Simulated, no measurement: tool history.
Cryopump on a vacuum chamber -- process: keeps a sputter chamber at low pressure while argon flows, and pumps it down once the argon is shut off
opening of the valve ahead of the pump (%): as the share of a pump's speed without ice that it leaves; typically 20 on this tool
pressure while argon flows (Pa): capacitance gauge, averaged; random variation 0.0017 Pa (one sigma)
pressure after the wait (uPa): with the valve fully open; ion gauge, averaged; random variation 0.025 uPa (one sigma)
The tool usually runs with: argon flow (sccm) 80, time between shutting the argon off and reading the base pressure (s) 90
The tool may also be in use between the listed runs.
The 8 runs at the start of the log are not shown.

run	hour	argon flow (sccm)	time between shutting the argon off and reading the base pressure (s)	opening of the valve ahead of the pump (%)	pressure while argon flows (Pa)	pressure after the wait (uPa)
9	124.9	80	21	20	0.4303	3.96
10	138.2	80	90	39	0.2263	1.42
11	157.9	80	125	20	0.4325	1.18
12	169.5	80	125	20	0.4302	1.21
13	190.7	80	125	20	0.4339	1.26
14	202.1	80	125	20	0.4323	1.21
15	221	48	90	20	0.2592	1.48
16	241.1	48	90	20	0.2587	1.5
17	251.4	48	90	20	0.2597	1.5

Predict the results of run 18:
18	262.3	48	90	20	?	?

{"run 18": {"pressure while argon flows (Pa)": 0.2587, "pressure after the wait (uPa)": 1.56}}
Without the tool's hidden state the same run would have given pressure while argon flows (Pa) 0.249, pressure after the wait (uPa) 1.03.
